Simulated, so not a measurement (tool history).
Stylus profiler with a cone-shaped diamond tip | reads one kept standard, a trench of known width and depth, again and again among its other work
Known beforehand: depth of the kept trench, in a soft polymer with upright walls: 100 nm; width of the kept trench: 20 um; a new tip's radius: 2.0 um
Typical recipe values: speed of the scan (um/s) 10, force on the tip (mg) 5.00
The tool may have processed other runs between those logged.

run,hour,speed of the scan (um/s),force on the tip (mg),depth of the trench (angstrom),width of the trench's floor (um)
1,0.0,10,5.00,1017.6,18.35
2,31.3,39,5.00,1017.6,18.31
3,70.7,39,5.00,1017.4,18.23
4,103.7,10,5.00,1017.5,18.32
5,145.9,10,10.67,1027.6,18.32
6,181.6,34,2.94,1013.2,18.12
7,224.7,2,2.99,1013.2,18.36

What does the tool deliver on the next run?
8,259.0,25,4.85,?,?

depth of the trench (angstrom): 1017.3
width of the trench's floor (um): 18.26
If the tool had no hidden condition, the same run with the same run-to-run variation would have returned depth of the trench (angstrom) 1014.8, width of the trench's floor (um) 18.65.
